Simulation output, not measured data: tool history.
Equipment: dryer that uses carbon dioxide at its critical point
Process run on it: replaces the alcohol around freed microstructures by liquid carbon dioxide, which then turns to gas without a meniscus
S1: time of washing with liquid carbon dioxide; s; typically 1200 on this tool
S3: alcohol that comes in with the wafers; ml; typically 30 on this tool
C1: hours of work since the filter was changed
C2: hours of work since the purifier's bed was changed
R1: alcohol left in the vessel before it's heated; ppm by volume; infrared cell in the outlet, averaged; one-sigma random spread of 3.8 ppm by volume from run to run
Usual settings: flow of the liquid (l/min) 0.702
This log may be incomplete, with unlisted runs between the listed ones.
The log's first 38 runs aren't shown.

Run 39, hour 342.2: usual settings but S1 1440 s, flow of the liquid (l/min) 0.723, S3 21 ml; C1 316; C2 316. Result: R1 37 ppm by volume.
Run 40, hour 353.9: usual settings but S1 900 s, flow of the liquid (l/min) 0.433, S3 62 ml; C1 325; C2 325. Result: R1 2896 ppm by volume.
At hour 358.5: inlet filter changed.
Run 41, hour 367.5: usual settings but flow of the liquid (l/min) 0.586, S3 50 ml; C1 7; C2 335. Result: R1 230 ppm by volume.
Run 42, hour 378.9: usual settings but S1 720 s, flow of the liquid (l/min) 1.092, S3 28 ml; C1 16; C2 344. Result: R1 74 ppm by volume.
Run 43, hour 388.2: usual settings but S1 720 s, flow of the liquid (l/min) 1.092, S3 28 ml; C1 23; C2 351. Result: R1 72 ppm by volume.
Run 44, hour 401.6: usual settings but S1 720 s, flow of the liquid (l/min) 1.092, S3 28 ml; C1 34; C2 362. Result: R1 73 ppm by volume.
Run 45, hour 411.6: usual settings but S1 1740 s, flow of the liquid (l/min) 1.092, S3 22 ml; C1 41; C2 370. Result: R1 21 ppm by volume.
Run 46, hour 421: usual settings but S1 1140 s, S3 37 ml; C1 49; C2 377. Result: R1 102 ppm by volume.

5 ways to go on from here, each from the tool as it stands after run 46. What would each give?
Run A, hour 433.7: usual settings but S1 840 s, flow of the liquid (l/min) 0.449, S3 37 ml; C1 59; C2 387. Result: R1 ?.
Run B, hour 433.7: usual settings but S1 960 s, flow of the liquid (l/min) 0.694, S3 81 ml; C1 59; C2 387. Result: R1 ?.
Run C, hour 433.7: usual settings but S1 1800 s, S3 92 ml; C1 59; C2 387. Result: R1 ?.
Run D, hour 433.7: usual settings but S1 1140 s, S3 111 ml; C1 59; C2 387. Result: R1 ?.
Run E, hour 433.7: usual settings but S3 52 ml; C1 59; C2 387. Result: R1 ?.

run    R1
  A  1559
  B   437
  C    35
  D   253
  E   109
Without the tool's hidden state the same runs would have given:
run    R1
  A  1445
  B   370
  C     8
  D   200
  E    73
